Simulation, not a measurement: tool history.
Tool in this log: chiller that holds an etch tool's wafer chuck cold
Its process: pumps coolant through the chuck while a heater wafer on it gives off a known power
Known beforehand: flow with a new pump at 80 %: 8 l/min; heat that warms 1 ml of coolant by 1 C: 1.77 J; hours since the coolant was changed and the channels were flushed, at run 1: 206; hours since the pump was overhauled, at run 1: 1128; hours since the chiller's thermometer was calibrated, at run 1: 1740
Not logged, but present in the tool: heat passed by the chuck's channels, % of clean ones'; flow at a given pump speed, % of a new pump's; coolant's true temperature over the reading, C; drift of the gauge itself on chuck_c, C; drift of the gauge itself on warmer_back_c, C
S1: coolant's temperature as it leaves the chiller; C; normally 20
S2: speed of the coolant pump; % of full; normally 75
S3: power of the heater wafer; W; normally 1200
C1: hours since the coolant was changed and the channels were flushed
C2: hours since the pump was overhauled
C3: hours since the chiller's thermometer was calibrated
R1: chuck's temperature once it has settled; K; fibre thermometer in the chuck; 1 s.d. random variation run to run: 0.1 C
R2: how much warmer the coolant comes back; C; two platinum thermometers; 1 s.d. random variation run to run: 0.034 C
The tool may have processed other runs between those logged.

Run 1, day 0.000: usual settings; C1 206; C2 1128; C3 1740. Result: R1 303.15 K, R2 5.59 C.
Run 2, day 3.700: usual settings; C1 295; C2 1216; C3 1829. Result: R1 303.25 K, R2 5.65 C.
Run 3, day 6.633: usual settings but S3 938 W; C1 366; C2 1287; C3 1899. Result: R1 301.25 K, R2 4.46 C.
Run 4, day 10.221: usual settings but S3 1212 W; C1 452; C2 1373; C3 1986. Result: R1 303.55 K, R2 5.69 C.
Run 5, day 11.796: usual settings but S3 1212 W; C1 490; C2 1411; C3 2023. Result: R1 303.65 K, R2 5.75 C.
Run 6, day 15.058: usual settings but S3 983 W; C1 568; C2 1489; C3 2102. Result: R1 301.55 K, R2 4.62 C.
Run 7, day 16.800: usual settings but S3 983 W; C1 610; C2 1531; C3 2143. Result: R1 301.75 K, R2 4.70 C.
Run 8, day 18.667: usual settings but S3 983 W; C1 654; C2 1576; C3 2188. Result: R1 301.65 K, R2 4.71 C.
Run 9, day 22.204: usual settings but S1 23 C, S3 655 W; C1 739; C2 1661; C3 2273. Result: R1 302.05 K, R2 3.10 C.
Run 10, day 24.312: usual settings but S1 14 C, S2 60 % of full, S3 1392 W; C1 790; C2 1711; C3 2324. Result: R1 301.65 K, R2 8.46 C.
Run 11, day 27.646: usual settings but S3 1126 W; C1 870; C2 1791; C3 2404. Result: R1 302.85 K, R2 5.43 C.
Run 12, day 31.154: usual settings but S1 13 C, S2 89 % of full; C1 954; C2 1875; C3 2488. Result: R1 295.25 K, R2 4.77 C.
Run 13, day 34.862: usual settings but S1 29 C, S3 986 W; C1 1043; C2 1964; C3 2577. Result: R1 311.05 K, R2 4.80 C.
Run 14, day 36.488: usual settings but S1 29 C, S3 1115 W; C1 1082; C2 2003; C3 2616. Result: R1 311.95 K, R2 5.38 C.
Run 15, day 40.171: usual settings but S1 29 C, S2 72 % of full, S3 1115 W; C1 1171; C2 2092; C3 2704. Result: R1 312.25 K, R2 5.69 C.

Consider 3 possible next runs. They are alternatives, not a sequence: every one starts from the tool as it was left by run 15. What does each give?
Run A, day 43.354: usual settings but S1 29 C, S2 69 % of full, S3 763 W; C1 1247; C2 2168; C3 2781. Result: R1 ?, R2 ?.
Run B, day 43.354: usual settings but S1 29 C, S2 72 % of full, S3 1480 W; C1 1247; C2 2168; C3 2781. Result: R1 ?, R2 ?.
Run C, day 43.354: usual settings but S1 15 C, S2 72 % of full, S3 1115 W; C1 1247; C2 2168; C3 2781. Result: R1 ?, R2 ?.

run      R1    R2
  A  309.65  4.00
  B  315.75  7.54
  C  298.35  5.67
Without the tool's unlogged condition, the same runs would have read:
run      R1    R2
  A  308.65  3.76
  B  314.35  7.09
  C  297.25  5.33

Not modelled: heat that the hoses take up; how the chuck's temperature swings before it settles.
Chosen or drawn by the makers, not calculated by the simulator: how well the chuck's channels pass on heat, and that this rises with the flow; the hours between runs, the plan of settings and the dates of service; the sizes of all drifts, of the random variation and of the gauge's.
